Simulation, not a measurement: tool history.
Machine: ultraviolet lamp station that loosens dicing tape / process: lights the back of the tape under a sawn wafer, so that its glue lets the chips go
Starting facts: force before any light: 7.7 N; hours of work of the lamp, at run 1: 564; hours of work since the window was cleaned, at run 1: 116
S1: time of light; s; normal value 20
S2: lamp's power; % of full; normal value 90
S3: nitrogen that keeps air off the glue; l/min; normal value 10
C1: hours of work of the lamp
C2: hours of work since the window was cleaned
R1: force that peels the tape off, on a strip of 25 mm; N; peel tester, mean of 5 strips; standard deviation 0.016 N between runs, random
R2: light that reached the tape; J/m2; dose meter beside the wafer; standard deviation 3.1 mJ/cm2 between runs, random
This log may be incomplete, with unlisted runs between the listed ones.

run	hour	S1	S2	S3	C1	C2	R1	R2
1	0	20	90	10	564	116	0.706	4670
2	87	20	90	10	610	162	0.73	4670
3	186.6	20	90	10	663	214	0.71	4670
4	262.1	20	90	10	702	254	0.753	4710
# hour 275.1: window cleaned of glue's vapour
5	353.5	20	90	10	750	41	0.724	4690
6	409.7	20	66	10	780	71	1.248	3410
7	466.1	20	66	10	810	101	1.271	3480
8	562.8	20	66	10	860	151	1.327	3430
9	628	20	90	10	895	186	0.759	4640
10	684.5	20	90	10	925	216	0.73	4680
11	730.2	20	90	10	949	240	0.752	4700
# hour 770.9: window cleaned of glue's vapour
12	801.2	20	90	10	986	16	0.761	4630
13	896.3	20	90	9	1036	66	0.786	4700
14	958.9	20	90	10	1069	99	0.739	4660
15	1054.1	20	90	10	1119	149	0.754	4730
16	1152.1	20	90	10	1170	201	0.732	4660
17	1244	20	90	10	1219	249	0.744	4730
# hour 1265.4: window cleaned of glue's vapour
# hour 1271.3: lamp changed
18	1291.5	20	90	10	11	13	0.75	4650
19	1379.6	20	90	10	57	60	0.735	4640
20	1467.4	20	90	10	103	106	0.727	4640
21	1514.6	20	90	10	128	131	0.757	4640
22	1599	36	90	3	173	175	0.58	8340
23	1646	36	90	3	197	200	0.577	8480
24	1712.4	20	70	10	232	235	1.16	3630
# hour 1764.7: window cleaned of glue's vapour
25	1772.5	20	92	6	264	4	1.051	4830
26	1812.9	20	92	6	285	25	1.013	4760
27	1902.6	20	92	6	332	73	1.001	4800
28	1986.4	20	83	6	376	117	1.293	4300
29	2045.1	20	83	6	407	148	1.286	4360
30	2119.6	29	74	10	446	187	0.514	5590
31	2180	16	97	10	478	219	1	4010
32	2221.2	16	74	4	500	240	2.449	3100
# hour 2259.4: window cleaned of glue's vapour
33	2263.3	12	90	7	522	2	2.071	2850
34	2317.2	20	90	10	550	30	0.737	4640
35	2413.9	15	97	9	601	81	1.2	3800
36	2495.5	11	71	6	644	124	3.237	2030
37	2561	11	71	6	678	159	3.255	2030
38	2630.7	11	71	6	715	195	3.1	2040
39	2679.5	11	71	6	741	221	3.347	2030
40	2742.3	11	71	6	774	254	3.234	1980
# hour 2757.5: window cleaned of glue's vapour
41	2796.2	22	86	4	802	20	1.277	4950

3 ways to go on from here, each from the tool as it stands after run 41. What would each give?
A	2883.5	20	90	8	848	66	?	?
B	2883.5	20	100	10	848	66	?	?
C	2883.5	22	86	4	848	66	?	?

run	R1	R2
A	0.876	4690
B	0.605	5180
C	1.336	4940
Had the tool no hidden state, the same runs would have come out as:
run	R1	R2
A	0.872	4700
B	0.602	5190
C	1.331	4950
